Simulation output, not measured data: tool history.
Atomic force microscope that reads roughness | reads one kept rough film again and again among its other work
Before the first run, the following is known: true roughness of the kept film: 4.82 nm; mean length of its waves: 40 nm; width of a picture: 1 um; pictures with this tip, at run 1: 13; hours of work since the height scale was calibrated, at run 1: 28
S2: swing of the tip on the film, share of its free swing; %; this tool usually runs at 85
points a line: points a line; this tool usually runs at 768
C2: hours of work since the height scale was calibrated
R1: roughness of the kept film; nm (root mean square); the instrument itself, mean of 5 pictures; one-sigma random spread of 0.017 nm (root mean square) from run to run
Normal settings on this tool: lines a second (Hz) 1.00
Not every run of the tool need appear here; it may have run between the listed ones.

run 1 day=0.000 | lines_a_second_(Hz)=1.00 S2=85 points_a_line=768 | pictures_with_this_tip=13 C2=28 | R1=3.777
run 2 day=1.375 | lines_a_second_(Hz)=1.00 S2=79 points_a_line=768 | pictures_with_this_tip=53 C2=42 | R1=3.309
-- day=1.833 new tip fitted
run 3 day=3.054 | lines_a_second_(Hz)=1.00 S2=85 points_a_line=768 | pictures_with_this_tip=35 C2=59 | R1=3.495
-- day=4.221 new tip fitted
run 4 day=4.979 | lines_a_second_(Hz)=1.00 S2=85 points_a_line=768 | pictures_with_this_tip=21 C2=79 | R1=3.669
run 5 day=6.262 | lines_a_second_(Hz)=1.00 S2=85 points_a_line=768 | pictures_with_this_tip=58 C2=92 | R1=3.241
-- day=6.617 new tip fitted
run 6 day=7.717 | lines_a_second_(Hz)=1.00 S2=85 points_a_line=934 | pictures_with_this_tip=32 C2=107 | R1=3.534
-- day=9.008 new tip fitted
run 7 day=9.658 | lines_a_second_(Hz)=1.00 S2=85 points_a_line=934 | pictures_with_this_tip=19 C2=127 | R1=3.703
run 8 day=10.700 | lines_a_second_(Hz)=1.00 S2=85 points_a_line=934 | pictures_with_this_tip=48 C2=137 | R1=3.303
-- day=11.300 new tip fitted
run 9 day=11.950 | lines_a_second_(Hz)=1.77 S2=85 points_a_line=768 | pictures_with_this_tip=18 C2=150 | R1=3.543
run 10 day=13.150 | lines_a_second_(Hz)=2.77 S2=85 points_a_line=768 | pictures_with_this_tip=53 C2=162 | R1=2.908
-- day=13.658 new tip fitted
run 11 day=14.904 | lines_a_second_(Hz)=2.77 S2=85 points_a_line=768 | pictures_with_this_tip=35 C2=180 | R1=3.139
-- day=15.958 new tip fitted
run 12 day=16.946 | lines_a_second_(Hz)=1.00 S2=85 points_a_line=768 | pictures_with_this_tip=28 C2=201 | R1=3.599
-- day=18.429 new tip fitted
run 13 day=18.921 | lines_a_second_(Hz)=1.00 S2=85 points_a_line=768 | pictures_with_this_tip=15 C2=221 | R1=3.768
run 14 day=20.258 | lines_a_second_(Hz)=1.00 S2=85 points_a_line=481 | pictures_with_this_tip=53 C2=235 | R1=3.312
-- day=20.800 new tip fitted
run 15 day=22.504 | lines_a_second_(Hz)=1.00 S2=85 points_a_line=584 | pictures_with_this_tip=48 C2=258 | R1=3.375
-- day=23.229 new tip fitted
run 16 day=23.683 | lines_a_second_(Hz)=0.79 S2=85 points_a_line=584 | pictures_with_this_tip=13 C2=270 | R1=3.875
-- day=25.592 new tip fitted
run 17 day=26.104 | lines_a_second_(Hz)=1.00 S2=85 points_a_line=768 | pictures_with_this_tip=15 C2=295 | R1=3.763
run 18 day=27.838 | lines_a_second_(Hz)=1.00 S2=85 points_a_line=768 | pictures_with_this_tip=64 C2=313 | R1=3.179
-- day=27.967 new tip fitted
run 19 day=29.725 | lines_a_second_(Hz)=1.00 S2=85 points_a_line=768 | pictures_with_this_tip=51 C2=332 | R1=3.320
-- day=30.292 new tip fitted
run 20 day=31.112 | lines_a_second_(Hz)=1.00 S2=85 points_a_line=768 | pictures_with_this_tip=24 C2=346 | R1=3.663
-- day=32.679 new tip fitted
run 21 day=32.679 | lines_a_second_(Hz)=1.00 S2=85 points_a_line=768 | pictures_with_this_tip=0 C2=362 | R1=4.001
-- day=34.975 new tip fitted
run 22 day=35.188 | lines_a_second_(Hz)=1.00 S2=85 points_a_line=768 | pictures_with_this_tip=6 C2=387 | R1=3.903
run 23 day=36.267 | lines_a_second_(Hz)=1.00 S2=85 points_a_line=768 | pictures_with_this_tip=37 C2=399 | R1=3.435
-- day=37.325 new tip fitted
run 24 day=37.658 | lines_a_second_(Hz)=1.00 S2=85 points_a_line=768 | pictures_with_this_tip=10 C2=413 | R1=3.879
run 25 day=38.908 | lines_a_second_(Hz)=1.00 S2=85 points_a_line=768 | pictures_with_this_tip=45 C2=426 | R1=3.399
-- day=39.650 new tip fitted
run 26 day=39.988 | lines_a_second_(Hz)=1.00 S2=75 points_a_line=297 | pictures_with_this_tip=10 C2=437 | R1=3.960

Forecast run 27:
run 27 day=41.433 | lines_a_second_(Hz)=0.54 S2=71 points_a_line=768 | pictures_with_this_tip=51 C2=451 | R1=?

{"run 27": {"R1": 3.509}}
Take away the tool's hidden state, keep the run-to-run variation as it was, and the same run would have given R1 4.238 nm (root mean square).
